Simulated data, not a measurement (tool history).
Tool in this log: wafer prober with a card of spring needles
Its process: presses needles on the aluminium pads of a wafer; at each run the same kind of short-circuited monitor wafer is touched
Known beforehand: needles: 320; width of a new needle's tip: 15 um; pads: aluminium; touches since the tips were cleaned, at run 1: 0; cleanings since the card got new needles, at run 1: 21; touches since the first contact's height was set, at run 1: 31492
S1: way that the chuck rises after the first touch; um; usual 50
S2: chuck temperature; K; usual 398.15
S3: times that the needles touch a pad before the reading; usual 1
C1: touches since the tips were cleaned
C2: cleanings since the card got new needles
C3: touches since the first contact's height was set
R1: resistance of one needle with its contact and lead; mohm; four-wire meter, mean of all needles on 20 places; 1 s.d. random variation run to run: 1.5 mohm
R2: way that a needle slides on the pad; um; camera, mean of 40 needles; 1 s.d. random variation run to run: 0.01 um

| run | hour | S1 | S2 | S3 | C1 | C2 | C3 | R1 | R2 |
|---|---|---|---|---|---|---|---|---|---|
| 1 | 0.0 | 50 | 398.15 | 1 | 0 | 21 | 31492 | 142 | 6.97 |
|  | 11.0 | tips cleaned on abrasive film |
| 2 | 19.6 | 50 | 398.15 | 1 | 3249 | 22 | 38875 | 194 | 6.94 |
|  | 23.3 | tips cleaned on abrasive film |
| 3 | 30.1 | 46 | 398.15 | 1 | 2556 | 23 | 42795 | 198 | 6.38 |
|  | 34.7 | tips cleaned on abrasive film |
|  | 46.3 | tips cleaned on abrasive film |
| 4 | 48.3 | 46 | 398.15 | 1 | 758 | 25 | 49583 | 165 | 6.37 |
|  | 57.1 | tips cleaned on abrasive film |
| 5 | 59.2 | 50 | 398.15 | 1 | 797 | 26 | 53678 | 162 | 6.94 |
|  | 68.7 | tips cleaned on abrasive film |
| 6 | 75.2 | 50 | 398.15 | 1 | 2449 | 27 | 59672 | 191 | 6.93 |
|  | 80.1 | tips cleaned on abrasive film |
| 7 | 89.0 | 50 | 398.15 | 2 | 3367 | 28 | 64884 | 174 | 6.91 |
|  | 92.3 | tips cleaned on abrasive film |
|  | 96.4 | height of the first contact set anew |
|  | 103.9 | tips cleaned on abrasive film |
| 8 | 107.7 | 50 | 398.15 | 2 | 1440 | 30 | 4216 | 154 | 7.00 |
|  | 114.6 | tips cleaned on abrasive film |
| 9 | 124.2 | 50 | 398.15 | 1 | 3646 | 31 | 10429 | 198 | 7.00 |
|  | 125.4 | tips cleaned on abrasive film |
|  | 136.0 | tips cleaned on abrasive film |
| 10 | 141.2 | 50 | 398.15 | 1 | 1952 | 33 | 16769 | 183 | 6.99 |
|  | 146.9 | tips cleaned on abrasive film |
|  | 157.9 | tips cleaned on abrasive film |
| 11 | 161.5 | 55 | 398.15 | 1 | 1340 | 35 | 24352 | 164 | 7.66 |
|  | 168.8 | tips cleaned on abrasive film |
|  | 179.4 | tips cleaned on abrasive film |
| 12 | 181.2 | 50 | 398.15 | 1 | 686 | 37 | 31736 | 160 | 6.94 |
|  | 191.4 | tips cleaned on abrasive film |
| 13 | 199.5 | 50 | 398.15 | 1 | 3088 | 38 | 38631 | 192 | 6.97 |
|  | 203.3 | tips cleaned on abrasive film |
| 14 | 213.5 | 50 | 398.15 | 1 | 3858 | 39 | 43889 | 201 | 6.95 |
|  | 215.0 | tips cleaned on abrasive film |
| 15 | 224.5 | 50 | 398.15 | 1 | 3597 | 40 | 48009 | 196 | 6.93 |
|  | 226.2 | tips cleaned on abrasive film |
|  | 237.4 | tips cleaned on abrasive film |
| 16 | 244.9 | 50 | 398.15 | 1 | 2851 | 42 | 55645 | 194 | 6.94 |
|  | 248.7 | tips cleaned on abrasive film |
|  | 261.0 | tips cleaned on abrasive film |
| 17 | 266.4 | 62 | 398.15 | 1 | 2033 | 44 | 63675 | 165 | 8.59 |
|  | 271.9 | tips cleaned on abrasive film |
|  | 276.2 | height of the first contact set anew |
| 18 | 281.6 | 50 | 345.15 | 1 | 3575 | 45 | 2037 | 196 | 6.99 |
|  | 283.2 | tips cleaned on abrasive film |
| 19 | 291.3 | 50 | 345.15 | 1 | 3057 | 46 | 5660 | 189 | 7.00 |
|  | 294.3 | tips cleaned on abrasive film |
| 20 | 304.6 | 34 | 398.15 | 2 | 3903 | 47 | 10660 | 218 | 4.75 |
|  | 305.7 | tips cleaned on abrasive film |
|  | 317.3 | tips cleaned on abrasive film |
| 21 | 326.6 | 33 | 398.15 | 1 | 3510 | 49 | 18880 | 272 | 4.61 |
|  | 328.0 | tips cleaned on abrasive film |
| 22 | 337.3 | 33 | 398.15 | 2 | 3526 | 50 | 22912 | 220 | 4.61 |
|  | 339.1 | tips cleaned on abrasive film |
| 23 | 347.4 | 67 | 337.15 | 2 | 3149 | 51 | 26671 | 151 | 9.36 |
|  | 351.3 | tips cleaned on abrasive film |
|  | 362.5 | tips cleaned on abrasive film |
| 24 | 366.9 | 67 | 337.15 | 2 | 1636 | 53 | 33960 | 142 | 9.36 |
|  | 374.0 | tips cleaned on abrasive film |
| 25 | 383.8 | 30 | 319.15 | 2 | 3676 | 54 | 40306 | 237 | 4.15 |
|  | 385.7 | tips cleaned on abrasive film |
|  | 397.2 | tips cleaned on abrasive film |
| 26 | 401.6 | 30 | 319.15 | 2 | 1655 | 56 | 46957 | 201 | 4.14 |
|  | 407.8 | tips cleaned on abrasive film |
| 27 | 414.4 | 35 | 313.15 | 3 | 2490 | 57 | 51766 | 172 | 4.83 |
|  | 419.3 | tips cleaned on abrasive film |
|  | 430.0 | tips cleaned on abrasive film |
| 28 | 430.1 | 40 | 311.15 | 2 | 42 | 59 | 57640 | 137 | 5.53 |
|  | 440.9 | tips cleaned on abrasive film |
| 29 | 445.3 | 40 | 311.15 | 2 | 1636 | 60 | 63326 | 167 | 5.51 |
|  | 452.3 | tips cleaned on abrasive film |
|  | 457.0 | height of the first contact set anew |
|  | 464.3 | tips cleaned on abrasive film |
| 30 | 465.4 | 68 | 322.15 | 2 | 419 | 62 | 3145 | 133 | 9.53 |
|  | 475.5 | tips cleaned on abrasive film |
| 31 | 476.6 | 68 | 322.15 | 2 | 396 | 63 | 7323 | 130 | 9.51 |

Hidden state at the last listed run before each entry between runs and at the first one after, where it differs:
Logged between run 1 and run 2: tips cleaned on abrasive film (hour 11.0)
  debris on the tips, nm: 5.8 -> 66.9; way that the needles fall short of the set height, um: 0.35 -> 0.4; tips' diameter, um: 15.36 -> 15.38
  measured less the result without the state, R1: +5 -> +53 mohm; R2: -0.05 -> -0.06 um
Logged between run 2 and run 3: tips cleaned on abrasive film (hour 23.3)
  debris on the tips, nm: 66.9 -> 61.9; way that the needles fall short of the set height, um: 0.4 -> 0.45; tips' diameter, um: 15.38 -> 15.4
  measured less the result without the state, R1: +53 -> +56 mohm; R2: -0.06 -> -0.06 um
Logged between run 3 and run 4: tips cleaned on abrasive film (hour 34.7); tips cleaned on abrasive film (hour 46.3)
  debris on the tips, nm: 61.9 -> 23.7; way that the needles fall short of the set height, um: 0.45 -> 0.55; tips' diameter, um: 15.4 -> 15.43
  measured less the result without the state, R1: +56 -> +22 mohm; R2: -0.06 -> -0.08 um
Logged between run 4 and run 5: tips cleaned on abrasive film (hour 57.1)
  debris on the tips, nm: 23.7 -> 29.9; way that the needles fall short of the set height, um: 0.55 -> 0.59; tips' diameter, um: 15.43 -> 15.44
  measured less the result without the state, R1: +22 -> +24 mohm; R2: -0.08 -> -0.08 um
Logged between run 5 and run 6: tips cleaned on abrasive film (hour 68.7)
  debris on the tips, nm: 29.9 -> 60.7; way that the needles fall short of the set height, um: 0.59 -> 0.62; tips' diameter, um: 15.44 -> 15.45
  measured less the result without the state, R1: +24 -> +49 mohm; R2: -0.08 -> -0.08 um
Logged between run 6 and run 7: tips cleaned on abrasive film (hour 80.1)
  debris on the tips, nm: 60.7 -> 68.3; way that the needles fall short of the set height, um: 0.62 -> 0.67; tips' diameter, um: 15.45 -> 15.47
  measured less the result without the state, R1: +49 -> +33 mohm; R2: -0.08 -> -0.10 um
Logged between run 7 and run 8: tips cleaned on abrasive film (hour 92.3); height of the first contact set anew (hour 96.4); tips cleaned on abrasive film (hour 103.9)
  debris on the tips, nm: 68.3 -> 36.4; way that the needles fall short of the set height, um: 0.67 -> 0.05; tips' diameter, um: 15.47 -> 15.51
  measured less the result without the state, R1: +33 -> +17 mohm; R2: -0.10 -> -0.01 um
Logged between run 8 and run 9: tips cleaned on abrasive film (hour 114.6)
  debris on the tips, nm: 36.4 -> 73.2; way that the needles fall short of the set height, um: 0.05 -> 0.09; tips' diameter, um: 15.51 -> 15.52
  measured less the result without the state, R1: +17 -> +58 mohm; R2: -0.01 -> -0.01 um
Logged between run 9 and run 10: tips cleaned on abrasive film (hour 125.4); tips cleaned on abrasive film (hour 136.0)
  debris on the tips, nm: 73.2 -> 52.1; way that the needles fall short of the set height, um: 0.09 -> 0.18; tips' diameter, um: 15.52 -> 15.56
  measured less the result without the state, R1: +58 -> +42 mohm; R2: -0.01 -> -0.03 um
Logged between run 10 and run 11: tips cleaned on abrasive film (hour 146.9); tips cleaned on abrasive film (hour 157.9)
  debris on the tips, nm: 52.1 -> 34.8; way that the needles fall short of the set height, um: 0.18 -> 0.26; tips' diameter, um: 15.56 -> 15.58
  measured less the result without the state, R1: +42 -> +24 mohm; R2: -0.03 -> -0.04 um
Logged between run 11 and run 12: tips cleaned on abrasive film (hour 168.8); tips cleaned on abrasive film (hour 179.4)
  debris on the tips, nm: 34.8 -> 22.7; way that the needles fall short of the set height, um: 0.26 -> 0.33; tips' diameter, um: 15.58 -> 15.61
  measured less the result without the state, R1: +24 -> +19 mohm; R2: -0.04 -> -0.05 um
Logged between run 12 and run 13: tips cleaned on abrasive film (hour 191.4)
  debris on the tips, nm: 22.7 -> 65.2; way that the needles fall short of the set height, um: 0.33 -> 0.39; tips' diameter, um: 15.61 -> 15.63
  measured less the result without the state, R1: +19 -> +53 mohm; R2: -0.05 -> -0.06 um
Logged between run 13 and run 14: tips cleaned on abrasive film (hour 203.3)
  debris on the tips, nm: 65.2 -> 74; way that the needles fall short of the set height, um: 0.39 -> 0.44; tips' diameter, um: 15.63 -> 15.65
  measured less the result without the state, R1: +53 -> +60 mohm; R2: -0.06 -> -0.07 um
Logged between run 14 and run 15: tips cleaned on abrasive film (hour 215.0)
  debris on the tips, nm: 74 -> 72; way that the needles fall short of the set height, um: 0.44 -> 0.5; tips' diameter, um: 15.65 -> 15.67
  measured less the result without the state, R1: +60 -> +57 mohm; R2: -0.07 -> -0.07 um
Logged between run 15 and run 16: tips cleaned on abrasive film (hour 226.2); tips cleaned on abrasive film (hour 237.4)
  debris on the tips, nm: 72 -> 64.7; way that the needles fall short of the set height, um: 0.5 -> 0.59; tips' diameter, um: 15.67 -> 15.7
  measured less the result without the state, R1: +57 -> +54 mohm; R2: -0.07 -> -0.08 um
Logged between run 16 and run 17: tips cleaned on abrasive film (hour 248.7); tips cleaned on abrasive film (hour 261.0)
  debris on the tips, nm: 64.7 -> 46.5; way that the needles fall short of the set height, um: 0.59 -> 0.66; tips' diameter, um: 15.7 -> 15.72
  measured less the result without the state, R1: +54 -> +27 mohm; R2: -0.08 -> -0.10 um
Logged between run 17 and run 18: tips cleaned on abrasive film (hour 271.9); height of the first contact set anew (hour 276.2)
  debris on the tips, nm: 46.5 -> 69.9; way that the needles fall short of the set height, um: 0.66 -> 0; tips' diameter, um: 15.72 -> 15.74
  measured less the result without the state, R1: +27 -> +62 mohm; R2: -0.10 -> +0.00 um
Logged between run 18 and run 19: tips cleaned on abrasive film (hour 283.2)
  debris on the tips, nm: 69.9 -> 65.3; way that the needles fall short of the set height, um: 0 -> 0.04; tips' diameter, um: 15.74 -> 15.75
  measured less the result without the state, R1: +62 -> +57 mohm; R2: +0.00 -> -0.01 um
Logged between run 19 and run 20: tips cleaned on abrasive film (hour 294.3)
  debris on the tips, nm: 65.3 -> 74.3; way that the needles fall short of the set height, um: 0.04 -> 0.07; tips' diameter, um: 15.75 -> 15.76
  measured less the result without the state, R1: +57 -> +72 mohm; R2: -0.01 -> -0.01 um
Logged between run 20 and run 21: tips cleaned on abrasive film (hour 305.7); tips cleaned on abrasive film (hour 317.3)
  debris on the tips, nm: 74.3 -> 73.8; way that the needles fall short of the set height, um: 0.07 -> 0.14; tips' diameter, um: 15.76 -> 15.79
  measured less the result without the state, R1: +72 -> +126 mohm; R2: -0.01 -> -0.02 um
Logged between run 21 and run 22: tips cleaned on abrasive film (hour 328.0)
  debris on the tips, nm: 73.8 -> 72.4; way that the needles fall short of the set height, um: 0.14 -> 0.19; tips' diameter, um: 15.79 -> 15.81
  measured less the result without the state, R1: +126 -> +75 mohm; R2: -0.02 -> -0.03 um
Logged between run 22 and run 23: tips cleaned on abrasive film (hour 339.1)
  debris on the tips, nm: 72.4 -> 65.7; way that the needles fall short of the set height, um: 0.19 -> 0.24; tips' diameter, um: 15.81 -> 15.83
  measured less the result without the state, R1: +75 -> +21 mohm; R2: -0.03 -> -0.03 um
Logged between run 23 and run 24: tips cleaned on abrasive film (hour 351.3); tips cleaned on abrasive film (hour 362.5)
  debris on the tips, nm: 65.7 -> 43.4; way that the needles fall short of the set height, um: 0.24 -> 0.34; tips' diameter, um: 15.83 -> 15.86
  measured less the result without the state, R1: +21 -> +15 mohm; R2: -0.03 -> -0.05 um
Logged between run 24 and run 25: tips cleaned on abrasive film (hour 374.0)
  debris on the tips, nm: 43.4 -> 69; way that the needles fall short of the set height, um: 0.34 -> 0.38; tips' diameter, um: 15.86 -> 15.87
  measured less the result without the state, R1: +15 -> +99 mohm; R2: -0.05 -> -0.05 um
Logged between run 25 and run 26: tips cleaned on abrasive film (hour 385.7); tips cleaned on abrasive film (hour 397.2)
  debris on the tips, nm: 69 -> 43.2; way that the needles fall short of the set height, um: 0.38 -> 0.46; tips' diameter, um: 15.87 -> 15.9
  measured less the result without the state, R1: +99 -> +64 mohm; R2: -0.05 -> -0.06 um
Logged between run 26 and run 27: tips cleaned on abrasive film (hour 407.8)
  debris on the tips, nm: 43.2 -> 59; way that the needles fall short of the set height, um: 0.46 -> 0.49; tips' diameter, um: 15.9 -> 15.91
  measured less the result without the state, R1: +64 -> +40 mohm; R2: -0.06 -> -0.07 um
Logged between run 27 and run 28: tips cleaned on abrasive film (hour 419.3); tips cleaned on abrasive film (hour 430.0)
  debris on the tips, nm: 59 -> 8.5; way that the needles fall short of the set height, um: 0.49 -> 0.59; tips' diameter, um: 15.91 -> 15.95
  measured less the result without the state, R1: +40 -> +8 mohm; R2: -0.07 -> -0.08 um
Logged between run 28 and run 29: tips cleaned on abrasive film (hour 440.9)
  debris on the tips, nm: 8.5 -> 40.4; way that the needles fall short of the set height, um: 0.59 -> 0.64; tips' diameter, um: 15.95 -> 15.96
  measured less the result without the state, R1: +8 -> +36 mohm; R2: -0.08 -> -0.09 um
Logged between run 29 and run 30: tips cleaned on abrasive film (hour 452.3); height of the first contact set anew (hour 457.0); tips cleaned on abrasive film (hour 464.3)
  debris on the tips, nm: 40.4 -> 15.7; way that the needles fall short of the set height, um: 0.64 -> 0.05; tips' diameter, um: 15.96 -> 16
  measured less the result without the state, R1: +36 -> +5 mohm; R2: -0.09 -> -0.01 um
Logged between run 30 and run 31: tips cleaned on abrasive film (hour 475.5)
  debris on the tips, nm: 15.7 -> 15.8; way that the needles fall short of the set height, um: 0.05 -> 0.08; tips' diameter, um: 16 -> 16.01
  measured less the result without the state, R1: +5 -> +6 mohm; R2: -0.01 -> -0.01 um
